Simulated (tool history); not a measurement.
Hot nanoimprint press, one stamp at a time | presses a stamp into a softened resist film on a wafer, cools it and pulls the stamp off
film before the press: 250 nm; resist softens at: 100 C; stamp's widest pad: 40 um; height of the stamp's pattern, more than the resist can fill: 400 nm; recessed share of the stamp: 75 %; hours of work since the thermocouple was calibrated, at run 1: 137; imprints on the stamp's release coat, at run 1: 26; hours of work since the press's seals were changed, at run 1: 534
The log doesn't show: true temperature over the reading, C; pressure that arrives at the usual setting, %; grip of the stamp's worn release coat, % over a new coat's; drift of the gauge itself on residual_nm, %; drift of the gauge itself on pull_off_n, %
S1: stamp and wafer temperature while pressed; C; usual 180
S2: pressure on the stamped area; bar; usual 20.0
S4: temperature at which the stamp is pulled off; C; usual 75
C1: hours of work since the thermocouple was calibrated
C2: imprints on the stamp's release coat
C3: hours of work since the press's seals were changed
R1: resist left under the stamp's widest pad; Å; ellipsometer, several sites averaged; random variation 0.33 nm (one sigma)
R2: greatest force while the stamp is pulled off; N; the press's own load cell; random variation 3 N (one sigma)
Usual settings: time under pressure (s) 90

run 1 hour=0.0 | S1=180 S2=20.0 time_under_pressure_(s)=90 S4=75 | C1=137 C2=26 C3=534 | R1=1235 R2=166
run 2 hour=21.2 | S1=180 S2=20.0 time_under_pressure_(s)=48 S4=75 | C1=151 C2=106 C3=547 | R1=1512 R2=172
run 3 hour=44.7 | S1=180 S2=20.0 time_under_pressure_(s)=48 S4=75 | C1=166 C2=194 C3=562 | R1=1507 R2=171
run 4 hour=57.1 | S1=180 S2=20.0 time_under_pressure_(s)=48 S4=75 | C1=174 C2=241 C3=570 | R1=1520 R2=171
run 5 hour=71.4 | S1=180 S2=19.6 time_under_pressure_(s)=90 S4=75 | C1=183 C2=295 C3=579 | R1=1249 R2=174
run 6 hour=88.0 | S1=180 S2=19.6 time_under_pressure_(s)=77 S4=75 | C1=194 C2=357 C3=590 | R1=1325 R2=173
run 7 hour=111.6 | S1=180 S2=20.0 time_under_pressure_(s)=90 S4=74 | C1=209 C2=446 C3=605 | R1=1238 R2=177
run 8 hour=131.1 | S1=180 S2=20.0 time_under_pressure_(s)=149 S4=75 | C1=221 C2=520 C3=618 | R1=1041 R2=182
run 9 hour=157.4 | S1=180 S2=20.0 time_under_pressure_(s)=149 S4=75 | C1=238 C2=618 C3=635 | R1=1038 R2=182
run 10 hour=173.2 | S1=180 S2=18.4 time_under_pressure_(s)=90 S4=75 | C1=248 C2=678 C3=645 | R1=1298 R2=188
run 11 hour=186.5 | S1=180 S2=18.4 time_under_pressure_(s)=90 S4=75 | C1=257 C2=728 C3=653 | R1=1298 R2=187
run 12 hour=210.9 | S1=180 S2=18.4 time_under_pressure_(s)=90 S4=75 | C1=273 C2=819 C3=669 | R1=1296 R2=186
run 13 hour=228.1 | S1=180 S2=18.4 time_under_pressure_(s)=90 S4=75 | C1=284 C2=884 C3=680 | R1=1292 R2=194
run 14 hour=243.7 | S1=180 S2=18.4 time_under_pressure_(s)=90 S4=75 | C1=294 C2=943 C3=690 | R1=1301 R2=199
run 15 hour=266.1 | S1=180 S2=18.4 time_under_pressure_(s)=90 S4=73 | C1=308 C2=1027 C3=704 | R1=1305 R2=197
run 16 hour=284.4 | S1=180 S2=18.3 time_under_pressure_(s)=95 S4=75 | C1=320 C2=1096 C3=716 | R1=1275 R2=197
run 17 hour=306.6 | S1=180 S2=18.3 time_under_pressure_(s)=95 S4=75 | C1=334 C2=1180 C3=730 | R1=1281 R2=201
run 18 hour=331.2 | S1=190 S2=18.8 time_under_pressure_(s)=46 S4=69 | C1=350 C2=1272 C3=746 | R1=1316 R2=221
run 19 hour=343.6 | S1=169 S2=20.0 time_under_pressure_(s)=90 S4=79 | C1=358 C2=1319 C3=754 | R1=1599 R2=200
run 20 hour=364.4 | S1=180 S2=24.9 time_under_pressure_(s)=47 S4=69 | C1=371 C2=1397 C3=767 | R1=1403 R2=226
run 21 hour=378.7 | S1=180 S2=20.0 time_under_pressure_(s)=109 S4=75 | C1=380 C2=1451 C3=776 | R1=1175 R2=210
-- hour=403.8 stamp cleaned and given a new release coat
run 22 hour=408.6 | S1=187 S2=13.5 time_under_pressure_(s)=128 S4=69 | C1=395 C2=18 C3=792 | R1=1153 R2=177
run 23 hour=435.0 | S1=175 S2=21.9 time_under_pressure_(s)=47 S4=75 | C1=412 C2=117 C3=809 | R1=1643 R2=171
run 24 hour=450.4 | S1=170 S2=20.0 time_under_pressure_(s)=90 S4=75 | C1=422 C2=175 C3=818 | R1=1563 R2=173
run 25 hour=473.5 | S1=170 S2=20.0 time_under_pressure_(s)=90 S4=75 | C1=437 C2=262 C3=833 | R1=1568 R2=176
run 26 hour=489.4 | S1=170 S2=20.0 time_under_pressure_(s)=90 S4=75 | C1=447 C2=322 C3=843 | R1=1558 R2=173
run 27 hour=513.3 | S1=177 S2=20.0 time_under_pressure_(s)=59 S4=75 | C1=462 C2=412 C3=859 | R1=1536 R2=173
run 28 hour=538.2 | S1=172 S2=20.0 time_under_pressure_(s)=59 S4=75 | C1=478 C2=505 C3=875 | R1=1693 R2=179
-- hour=546.5 plate thermocouple calibrated
run 29 hour=553.4 | S1=176 S2=20.0 time_under_pressure_(s)=90 S4=75 | C1=4 C2=552 C3=882 | R1=1354 R2=177

4 ways to go on from here, each from the tool as it stands after run 29. What would each give?
run A hour=581.4 | S1=176 S2=15.4 time_under_pressure_(s)=178 S4=74 | C1=22 C2=657 C3=900 | R1=? R2=?
run B hour=581.4 | S1=176 S2=26.0 time_under_pressure_(s)=161 S4=75 | C1=22 C2=657 C3=900 | R1=? R2=?
run C hour=581.4 | S1=179 S2=12.1 time_under_pressure_(s)=48 S4=75 | C1=22 C2=657 C3=900 | R1=? R2=?
run D hour=581.4 | S1=176 S2=20.0 time_under_pressure_(s)=88 S4=75 | C1=22 C2=657 C3=900 | R1=? R2=?

run=A R1=1220 R2=180
run=B R1=977 R2=182
run=C R1=1848 R2=184
run=D R1=1367 R2=184
Without the tool's hidden state the same runs would have given:
run=A R1=1204 R2=160
run=B R1=956 R2=162
run=C R1=1835 R2=164
run=D R1=1347 R2=164
